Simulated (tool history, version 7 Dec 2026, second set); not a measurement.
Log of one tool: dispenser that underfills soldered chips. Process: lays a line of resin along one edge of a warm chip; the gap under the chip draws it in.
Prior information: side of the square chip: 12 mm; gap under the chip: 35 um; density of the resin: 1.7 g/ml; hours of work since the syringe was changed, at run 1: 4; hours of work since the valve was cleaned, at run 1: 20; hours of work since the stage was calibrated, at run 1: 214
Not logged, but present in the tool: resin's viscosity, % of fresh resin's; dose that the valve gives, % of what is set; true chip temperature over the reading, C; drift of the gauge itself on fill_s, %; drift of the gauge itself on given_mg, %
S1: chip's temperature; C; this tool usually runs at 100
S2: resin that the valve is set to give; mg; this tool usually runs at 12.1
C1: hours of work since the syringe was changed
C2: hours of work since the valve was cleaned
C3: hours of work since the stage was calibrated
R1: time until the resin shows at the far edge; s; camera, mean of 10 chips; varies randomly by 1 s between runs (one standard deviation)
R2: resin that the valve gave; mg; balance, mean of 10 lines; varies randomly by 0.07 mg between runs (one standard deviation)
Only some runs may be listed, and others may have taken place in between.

{"run": 1, "hour": 0.0, "S1": 100, "S2": 12.1, "C1": 4, "C2": 20, "C3": 214, "R1": 138.5, "R2": 11.86}
{"hour": 4.1, "done": "new syringe of resin"}
{"run": 2, "hour": 8.2, "S1": 100, "S2": 12.1, "C1": 3, "C2": 26, "C3": 219, "R1": 124.4, "R2": 11.91}
{"run": 3, "hour": 13.3, "S1": 100, "S2": 12.1, "C1": 6, "C2": 29, "C3": 223, "R1": 154.5, "R2": 11.8}
{"hour": 14.5, "done": "new syringe of resin"}
{"run": 4, "hour": 18.5, "S1": 100, "S2": 12.1, "C1": 3, "C2": 33, "C3": 226, "R1": 125.8, "R2": 11.92}
{"run": 5, "hour": 23.0, "S1": 100, "S2": 12, "C1": 6, "C2": 36, "C3": 229, "R1": 151.9, "R2": 11.75}
{"hour": 25.5, "done": "new syringe of resin"}
{"run": 6, "hour": 27.8, "S1": 88, "S2": 12.1, "C1": 2, "C2": 39, "C3": 232, "R1": 178.9, "R2": 11.79}
{"hour": 36.3, "done": "new syringe of resin"}
{"run": 7, "hour": 36.6, "S1": 88, "S2": 12.1, "C1": 0, "C2": 45, "C3": 238, "R1": 169.2, "R2": 11.79}
{"run": 8, "hour": 42.0, "S1": 100, "S2": 12.1, "C1": 4, "C2": 48, "C3": 242, "R1": 134.5, "R2": 11.76}
{"hour": 47.2, "done": "new syringe of resin"}
{"run": 9, "hour": 50.3, "S1": 100, "S2": 12.1, "C1": 2, "C2": 54, "C3": 247, "R1": 120.1, "R2": 11.68}
{"run": 10, "hour": 55.9, "S1": 100, "S2": 12.1, "C1": 6, "C2": 58, "C3": 251, "R1": 153.5, "R2": 11.6}
{"hour": 57.7, "done": "new syringe of resin"}
{"run": 11, "hour": 62.5, "S1": 100, "S2": 12.1, "C1": 3, "C2": 62, "C3": 256, "R1": 125.3, "R2": 11.54}
{"hour": 68.4, "done": "new syringe of resin"}
{"run": 12, "hour": 70.6, "S1": 100, "S2": 12.1, "C1": 2, "C2": 68, "C3": 261, "R1": 113.5, "R2": 11.7}
{"hour": 73.2, "done": "dispensing valve cleaned and set on the balance"}
{"run": 13, "hour": 78.7, "S1": 100, "S2": 12.1, "C1": 6, "C2": 4, "C3": 266, "R1": 154.4, "R2": 12.11}
{"hour": 79.9, "done": "new syringe of resin"}
{"run": 14, "hour": 86.6, "S1": 99, "S2": 12.1, "C1": 5, "C2": 9, "C3": 271, "R1": 145.4, "R2": 12.04}
{"hour": 90.7, "done": "new syringe of resin"}
{"run": 15, "hour": 93.4, "S1": 100, "S2": 12.1, "C1": 2, "C2": 14, "C3": 276, "R1": 120.7, "R2": 12.07}
{"run": 16, "hour": 98.4, "S1": 100, "S2": 12.1, "C1": 5, "C2": 17, "C3": 279, "R1": 146.6, "R2": 12.1}
{"hour": 101.7, "done": "new syringe of resin"}
{"run": 17, "hour": 107.1, "S1": 100, "S2": 12.1, "C1": 4, "C2": 23, "C3": 285, "R1": 136, "R2": 11.97}
{"hour": 112.3, "done": "new syringe of resin"}
{"run": 18, "hour": 115.6, "S1": 100, "S2": 12.1, "C1": 2, "C2": 29, "C3": 291, "R1": 122.9, "R2": 11.98}
{"hour": 123.2, "done": "new syringe of resin"}
{"run": 19, "hour": 124.0, "S1": 90, "S2": 12.7, "C1": 1, "C2": 34, "C3": 296, "R1": 161, "R2": 12.53}
{"run": 20, "hour": 130.9, "S1": 88, "S2": 14, "C1": 5, "C2": 39, "C3": 301, "R1": 232.4, "R2": 13.65}
{"hour": 133.9, "done": "new syringe of resin"}
{"run": 21, "hour": 140.1, "S1": 107, "S2": 11.6, "C1": 4, "C2": 45, "C3": 307, "R1": 104.9, "R2": 11.3}
{"hour": 145.1, "done": "new syringe of resin"}
{"run": 22, "hour": 150.5, "S1": 107, "S2": 11.6, "C1": 4, "C2": 52, "C3": 314, "R1": 105.8, "R2": 11.18}
{"hour": 155.7, "done": "new syringe of resin"}
{"run": 23, "hour": 156.8, "S1": 114, "S2": 15, "C1": 1, "C2": 56, "C3": 318, "R1": 64.8, "R2": 14.53}
{"hour": 166.5, "done": "new syringe of resin"}
{"run": 24, "hour": 167.0, "S1": 99, "S2": 15.1, "C1": 0, "C2": 63, "C3": 325, "R1": 109.2, "R2": 14.51}
{"run": 25, "hour": 171.6, "S1": 107, "S2": 12.2, "C1": 4, "C2": 66, "C3": 329, "R1": 102.3, "R2": 11.79}
{"hour": 176.2, "done": "dispensing valve cleaned and set on the balance"}
{"hour": 178.2, "done": "new syringe of resin"}
{"run": 26, "hour": 181.2, "S1": 98, "S2": 14.4, "C1": 2, "C2": 3, "C3": 334, "R1": 129.5, "R2": 14.3}
{"hour": 189.1, "done": "new syringe of resin"}
{"run": 27, "hour": 190.0, "S1": 98, "S2": 14.4, "C1": 1, "C2": 9, "C3": 340, "R1": 118.1, "R2": 14.32}
{"run": 28, "hour": 194.7, "S1": 104, "S2": 11.3, "C1": 4, "C2": 12, "C3": 343, "R1": 117.4, "R2": 11.07}
{"hour": 199.6, "done": "new syringe of resin"}
{"run": 29, "hour": 200.0, "S1": 104, "S2": 10.9, "C1": 0, "C2": 16, "C3": 347, "R1": 96.7, "R2": 10.76}
{"run": 30, "hour": 207.9, "S1": 110, "S2": 14.2, "C1": 6, "C2": 21, "C3": 352, "R1": 101.7, "R2": 14.01}
{"hour": 210.7, "done": "new syringe of resin"}
{"run": 31, "hour": 216.7, "S1": 97, "S2": 14.3, "C1": 4, "C2": 27, "C3": 358, "R1": 151.3, "R2": 14.15}
{"hour": 221.4, "done": "new syringe of resin"}
{"run": 32, "hour": 226.9, "S1": 97, "S2": 14.3, "C1": 4, "C2": 34, "C3": 365, "R1": 150.5, "R2": 14.02}
{"hour": 231.9, "done": "new syringe of resin"}
{"run": 33, "hour": 231.9, "S1": 110, "S2": 15.4, "C1": 0, "C2": 37, "C3": 368, "R1": 70.6, "R2": 15.13}
{"run": 34, "hour": 239.3, "S1": 108, "S2": 12.9, "C1": 5, "C2": 42, "C3": 374, "R1": 109.7, "R2": 12.54}

Here are 3 independent what-if runs from the current tool condition. What would each one return?
{"hour": 243.0, "done": "new syringe of resin"}
{"run": "A", "hour": 247.5, "S1": 102, "S2": 12.7, "C1": 3, "C2": 48, "C3": 379, "R1": "?", "R2": "?"}
{"hour": 243.0, "done": "new syringe of resin"}
{"run": "B", "hour": 247.5, "S1": 114, "S2": 10.3, "C1": 3, "C2": 48, "C3": 379, "R1": "?", "R2": "?"}
{"hour": 243.0, "done": "new syringe of resin"}
{"run": "C", "hour": 247.5, "S1": 90, "S2": 10.8, "C1": 3, "C2": 48, "C3": 379, "R1": "?", "R2": "?"}

run=A R1=123.9 R2=12.09
run=B R1=85.1 R2=9.82
run=C R1=203.9 R2=10.49
Take away the tool's hidden state, keep each run's random variation, and the runs would have read:
run=A R1=88.6 R2=12.51
run=B R1=60.8 R2=10.15
run=C R1=143.9 R2=10.84
